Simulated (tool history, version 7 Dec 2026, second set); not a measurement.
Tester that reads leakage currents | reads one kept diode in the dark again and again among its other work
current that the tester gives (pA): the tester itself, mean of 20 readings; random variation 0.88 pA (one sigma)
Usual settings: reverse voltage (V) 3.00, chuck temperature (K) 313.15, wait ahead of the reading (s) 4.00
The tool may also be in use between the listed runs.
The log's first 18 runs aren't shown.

run	hour	reverse voltage (V)	chuck temperature (K)	wait ahead of the reading (s)	current that the tester gives (pA)
19	3626.5	3.00	295.15	2.14	70.36
# hour 3729.9: chuck's temperature calibrated
20	3818.4	3.00	312.15	4.00	269.31
21	4083.9	3.00	312.15	4.00	264.79
# hour 4157.6: probe card cleaned and baked
22	4222.7	3.00	312.15	4.00	261.77
23	4447.6	3.00	313.15	0.71	276.03
24	4612.1	3.00	313.15	0.71	274.12
25	4809.2	1.19	313.15	0.38	183.96
# hour 5053.0: tester calibrated
26	5065.6	2.03	297.15	4.57	74.82
27	5334.1	2.03	297.15	4.57	73.09
28	5587.1	17.56	298.15	4.57	200.37
29	5853.4	5.14	298.15	4.57	115.35
30	5999.5	1.16	302.15	0.64	80.62
31	6212.5	1.16	302.15	0.64	80.00
32	6374.4	1.16	302.15	0.64	79.05

Forecast each of these 3 alternatives for the next run:
# hour 6440.0: chuck's temperature calibrated
A	6489.9	3.00	313.15	7.10	?
# hour 6440.0: chuck's temperature calibrated
B	6489.9	1.57	313.15	0.55	?
# hour 6440.0: chuck's temperature calibrated
C	6489.9	1.16	302.15	0.81	?

run	current that the tester gives (pA)
A	294.05
B	222.74
C	91.48
Without the tool's hidden state the same runs would have given:
run	current that the tester gives (pA)
A	292.80
B	222.43
C	90.86
